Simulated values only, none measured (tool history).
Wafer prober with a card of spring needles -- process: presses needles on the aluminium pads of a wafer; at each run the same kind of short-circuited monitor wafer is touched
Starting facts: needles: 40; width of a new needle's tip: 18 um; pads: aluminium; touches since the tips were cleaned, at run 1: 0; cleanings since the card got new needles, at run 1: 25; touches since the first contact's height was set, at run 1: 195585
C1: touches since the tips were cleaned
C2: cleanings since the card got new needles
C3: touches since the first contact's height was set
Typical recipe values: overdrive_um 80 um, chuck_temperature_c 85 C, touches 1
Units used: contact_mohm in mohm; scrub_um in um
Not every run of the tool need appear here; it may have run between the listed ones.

run 1 hour=0.0 | overdrive_um=80 chuck_temperature_c=85 touches=1 | C1=0 C2=25 C3=195585 | contact_mohm=255 scrub_um=16.65
-- hour=20.7 tips cleaned on abrasive film
run 2 hour=35.6 | overdrive_um=80 chuck_temperature_c=67 touches=1 | C1=5366 C2=26 C3=208368 | contact_mohm=245 scrub_um=16.54
-- hour=44.3 tips cleaned on abrasive film
run 3 hour=61.6 | overdrive_um=80 chuck_temperature_c=67 touches=1 | C1=6232 C2=27 C3=217689 | contact_mohm=256 scrub_um=16.59
-- hour=66.4 tips cleaned on abrasive film
-- hour=87.7 tips cleaned on abrasive film
run 4 hour=89.9 | overdrive_um=80 chuck_temperature_c=85 touches=1 | C1=796 C2=29 C3=227808 | contact_mohm=254 scrub_um=16.55
-- hour=107.9 tips cleaned on abrasive film
-- hour=128.8 tips cleaned on abrasive film
run 5 hour=128.8 | overdrive_um=80 chuck_temperature_c=85 touches=1 | C1=0 C2=31 C3=241760 | contact_mohm=252 scrub_um=16.60
-- hour=146.4 height of the first contact set anew
-- hour=150.9 tips cleaned on abrasive film
run 6 hour=167.4 | overdrive_um=80 chuck_temperature_c=85 touches=1 | C1=5924 C2=32 C3=7534 | contact_mohm=253 scrub_um=16.60
-- hour=172.4 tips cleaned on abrasive film
-- hour=194.7 tips cleaned on abrasive film
-- hour=216.2 tips cleaned on abrasive film
run 7 hour=222.4 | overdrive_um=80 chuck_temperature_c=85 touches=1 | C1=2227 C2=35 C3=27239 | contact_mohm=256 scrub_um=16.67
-- hour=240.4 tips cleaned on abrasive film
run 8 hour=249.9 | overdrive_um=82 chuck_temperature_c=85 touches=1 | C1=3452 C2=36 C3=37130 | contact_mohm=256 scrub_um=16.99
-- hour=262.4 tips cleaned on abrasive film
-- hour=283.0 tips cleaned on abrasive film
-- hour=305.1 tips cleaned on abrasive film
run 9 hour=307.3 | overdrive_um=82 chuck_temperature_c=85 touches=1 | C1=779 C2=39 C3=57670 | contact_mohm=249 scrub_um=16.96
-- hour=327.5 tips cleaned on abrasive film
-- hour=349.5 tips cleaned on abrasive film
run 10 hour=353.0 | overdrive_um=65 chuck_temperature_c=85 touches=1 | C1=1258 C2=41 C3=74080 | contact_mohm=259 scrub_um=13.50
-- hour=370.0 tips cleaned on abrasive film
-- hour=392.3 tips cleaned on abrasive film
run 11 hour=402.9 | overdrive_um=80 chuck_temperature_c=85 touches=1 | C1=3836 C2=43 C3=91978 | contact_mohm=257 scrub_um=16.64
-- hour=414.1 tips cleaned on abrasive film
-- hour=434.3 tips cleaned on abrasive film
run 12 hour=434.3 | overdrive_um=80 chuck_temperature_c=85 touches=1 | C1=0 C2=45 C3=103219 | contact_mohm=258 scrub_um=16.45
-- hour=456.2 tips cleaned on abrasive film
-- hour=479.4 tips cleaned on abrasive film
run 13 hour=486.7 | overdrive_um=80 chuck_temperature_c=85 touches=1 | C1=2633 C2=47 C3=122019 | contact_mohm=256 scrub_um=16.52
-- hour=501.7 tips cleaned on abrasive film
-- hour=524.8 tips cleaned on abrasive film
run 14 hour=529.0 | overdrive_um=74 chuck_temperature_c=85 touches=1 | C1=1504 C2=49 C3=137175 | contact_mohm=259 scrub_um=15.36
-- hour=545.8 tips cleaned on abrasive film
-- hour=567.2 tips cleaned on abrasive film
run 15 hour=567.2 | overdrive_um=74 chuck_temperature_c=85 touches=1 | C1=0 C2=51 C3=150855 | contact_mohm=254 scrub_um=15.28
-- hour=589.7 tips cleaned on abrasive film
run 16 hour=602.2 | overdrive_um=74 chuck_temperature_c=85 touches=1 | C1=4473 C2=52 C3=163414 | contact_mohm=257 scrub_um=15.29
-- hour=609.6 tips cleaned on abrasive film
-- hour=631.7 tips cleaned on abrasive film
run 17 hour=642.3 | overdrive_um=80 chuck_temperature_c=36 touches=1 | C1=3810 C2=54 C3=177800 | contact_mohm=239 scrub_um=16.53
-- hour=655.3 tips cleaned on abrasive film
-- hour=677.3 tips cleaned on abrasive film
run 18 hour=683.5 | overdrive_um=65 chuck_temperature_c=50 touches=2 | C1=2232 C2=56 C3=192555 | contact_mohm=251 scrub_um=13.38
-- hour=699.8 tips cleaned on abrasive film
-- hour=723.3 tips cleaned on abrasive film
run 19 hour=742.3 | overdrive_um=67 chuck_temperature_c=50 touches=3 | C1=6811 C2=58 C3=213661 | contact_mohm=249 scrub_um=13.91

Run 20 has not been measured yet. What should we expect?
-- hour=747.2 tips cleaned on abrasive film
-- hour=769.7 tips cleaned on abrasive film
run 20 hour=784.7 | overdrive_um=67 chuck_temperature_c=93 touches=3 | C1=5385 C2=60 C3=228872 | contact_mohm=? scrub_um=?

{"run 20": {"contact_mohm": 258, "scrub_um": 13.98}}
With no hidden state in the tool, this same run would have given contact_mohm 258 mohm, scrub_um 13.99 um.
